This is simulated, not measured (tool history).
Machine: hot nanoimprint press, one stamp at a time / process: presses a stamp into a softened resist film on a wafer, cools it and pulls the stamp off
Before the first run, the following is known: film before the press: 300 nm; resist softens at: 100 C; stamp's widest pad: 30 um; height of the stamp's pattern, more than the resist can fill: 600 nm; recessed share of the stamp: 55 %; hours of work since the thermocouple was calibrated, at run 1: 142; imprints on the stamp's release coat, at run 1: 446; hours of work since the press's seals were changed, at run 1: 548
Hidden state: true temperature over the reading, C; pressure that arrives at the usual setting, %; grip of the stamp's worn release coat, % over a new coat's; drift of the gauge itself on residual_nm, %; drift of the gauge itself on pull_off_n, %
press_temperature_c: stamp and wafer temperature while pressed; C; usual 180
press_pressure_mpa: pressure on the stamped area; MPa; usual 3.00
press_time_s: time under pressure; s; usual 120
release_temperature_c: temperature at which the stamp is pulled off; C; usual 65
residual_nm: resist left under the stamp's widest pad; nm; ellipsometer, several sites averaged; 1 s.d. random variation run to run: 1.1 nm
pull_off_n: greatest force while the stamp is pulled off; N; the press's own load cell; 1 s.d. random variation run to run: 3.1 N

run    hour  press_temperature_c  press_pressure_mpa  press_time_s  release_temperature_c  hours of work since the thermocouple was calibrated  imprints on the stamp's release coat  hours of work since the press's seals were changed  residual_nm  pull_off_n
  1     0.0                  180                3.00           120                     65                                                  142                                   446                                                 548        164.9         152
       15.5  -- press's hydraulic seals changed and the load cell set to zero
  2    69.7                  180                3.00           120                     65                                                  191                                   811                                                  43        164.7         167
  3   119.8                  180                2.43           120                     65                                                  231                                  1106                                                  83        179.5         165
      143.1  -- stamp cleaned and given a new release coat
  4   164.4                  180                2.43           120                     65                                                  261                                   126                                                 114        178.8         154
  5   191.6                  180                2.43           120                     65                                                  283                                   287                                                 136        181.6         152
  6   249.5                  180                3.00           120                     65                                                  329                                   628                                                 182        168.0         159
  7   274.9                  180                3.00           120                     65                                                  349                                   779                                                 202        167.1         162
  8   325.5                  180                3.00           120                     65                                                  390                                  1077                                                 242        168.9         170
      355.7  -- stamp cleaned and given a new release coat
  9   376.8                  180                3.00           120                     65                                                  426                                   125                                                 278        168.1         154
 10   403.6                  180                3.00           120                     65                                                  447                                   284                                                 300        168.9         157
 11   459.1                  180                3.00           120                     65                                                  491                                   612                                                 344        171.1         158
      475.6  -- plate thermocouple calibrated
 12   521.6                  180                3.00           120                     65                                                   37                                   963                                                 391        162.7         159
      570.0  -- stamp cleaned and given a new release coat
 13   570.0                  180                3.00           120                     65                                                   70                                     0                                                 425        165.8         147
 14   626.7                  180                3.00           173                     65                                                  116                                   335                                                 470        146.5         162
 15   687.1                  180                3.00           173                     65                                                  164                                   693                                                 518        149.1         158
      740.7  -- press's hydraulic seals changed and the load cell set to zero
 16   753.2                  180                3.21           126                     54                                                  210                                  1036                                                  10        159.0         195
 17   780.9                  180                3.21           202                     54                                                  232                                  1199                                                  32        135.5         196
      792.1  -- stamp cleaned and given a new release coat
 18   841.3                  180                3.00           120                     71                                                  275                                   290                                                  75        167.7         141
 19   883.1                  180                3.00           120                     71                                                  309                                   537                                                 109        168.1         145
 20   910.3                  178                3.00           120                     65                                                  330                                   698                                                 130        173.5         161
 21   967.5                  188                3.00           120                     58                                                  376                                  1036                                                 176        140.1         179
     1004.8  -- stamp cleaned and given a new release coat
 22  1033.7                  179                3.38           239                     62                                                  424                                   171                                                 224        127.9         161
 23  1094.1                  180                2.53           120                     65                                                  472                                   528                                                 272        183.4         164
 24  1125.0                  180                2.53           120                     65                                                  496                                   710                                                 296        181.9         163
     1132.8  -- plate thermocouple calibrated
 25  1162.7                  189                2.53           120                     65                                                   24                                   915                                                 324        146.8         160
 26  1191.5                  189                2.53           120                     65                                                   47                                  1086                                                 347        146.6         162
     1218.9  -- stamp cleaned and given a new release coat
 27  1242.0                  180                4.51           120                     65                                                   82                                   136                                                 382        137.3         149
 28  1267.4                  189                1.91            86                     65                                                  102                                   286                                                 403        185.1         155

Per-run results on a tool with no hidden state, each run keeping its own random variation:
run  residual_nm  pull_off_n
  1        161.5         145
  2        161.9         154
  3        176.1         149
  4        174.9         150
  5        177.4         146
  6        162.9         149
  7        161.6         149
  8        162.7         152
  9        161.3         149
 10        161.7         150
 11        163.2         146
 12        160.7         147
 13        163.2         146
 14        143.3         156
 15        145.0         147
 16        155.6         178
 17        132.0         176
 18        163.2         135
 19        163.0         136
 20        168.0         150
 21        134.8         161
 22        121.7         155
 23        175.7         152
 24        173.8         150
 25        145.7         148
 26        145.1         148
 27        134.5         147
 28        183.0         151
